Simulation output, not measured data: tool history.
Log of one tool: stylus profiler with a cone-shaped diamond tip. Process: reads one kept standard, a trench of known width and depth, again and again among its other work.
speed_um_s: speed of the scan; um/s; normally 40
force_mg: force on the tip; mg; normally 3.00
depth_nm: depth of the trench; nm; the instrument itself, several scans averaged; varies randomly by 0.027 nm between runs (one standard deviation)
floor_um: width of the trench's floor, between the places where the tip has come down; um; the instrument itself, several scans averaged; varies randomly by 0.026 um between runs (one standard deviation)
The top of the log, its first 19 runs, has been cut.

run 20 hour=400.9 | speed_um_s=40 force_mg=2.91 | depth_nm=100.80 floor_um=47.78
run 21 hour=430.0 | speed_um_s=40 force_mg=2.91 | depth_nm=100.74 floor_um=47.83
run 22 hour=458.6 | speed_um_s=40 force_mg=2.91 | depth_nm=100.76 floor_um=47.80
run 23 hour=473.3 | speed_um_s=40 force_mg=2.91 | depth_nm=100.80 floor_um=47.83
run 24 hour=489.6 | speed_um_s=40 force_mg=1.38 | depth_nm=100.57 floor_um=47.77
run 25 hour=508.3 | speed_um_s=30 force_mg=3.40 | depth_nm=100.86 floor_um=47.83
run 26 hour=534.4 | speed_um_s=26 force_mg=5.61 | depth_nm=101.10 floor_um=47.89
run 27 hour=553.0 | speed_um_s=127 force_mg=8.80 | depth_nm=101.46 floor_um=47.71
run 28 hour=582.5 | speed_um_s=127 force_mg=8.80 | depth_nm=101.47 floor_um=47.67
run 29 hour=596.1 | speed_um_s=118 force_mg=3.00 | depth_nm=100.79 floor_um=47.63
run 30 hour=628.9 | speed_um_s=118 force_mg=3.00 | depth_nm=100.86 floor_um=47.57
-- hour=631.7 height scale calibrated on a step standard
run 31 hour=656.3 | speed_um_s=17 force_mg=2.17 | depth_nm=100.83 floor_um=47.78
run 32 hour=678.8 | speed_um_s=17 force_mg=2.17 | depth_nm=100.83 floor_um=47.84

Forecast run 33:
run 33 hour=695.9 | speed_um_s=50 force_mg=2.90 | depth_nm=? floor_um=?

{"run 33": {"depth_nm": 100.93, "floor_um": 47.78}}
Were there no unlogged condition in the tool, this run, its random variation unchanged, would have produced depth_nm 100.60 nm, floor_um 47.92 um.
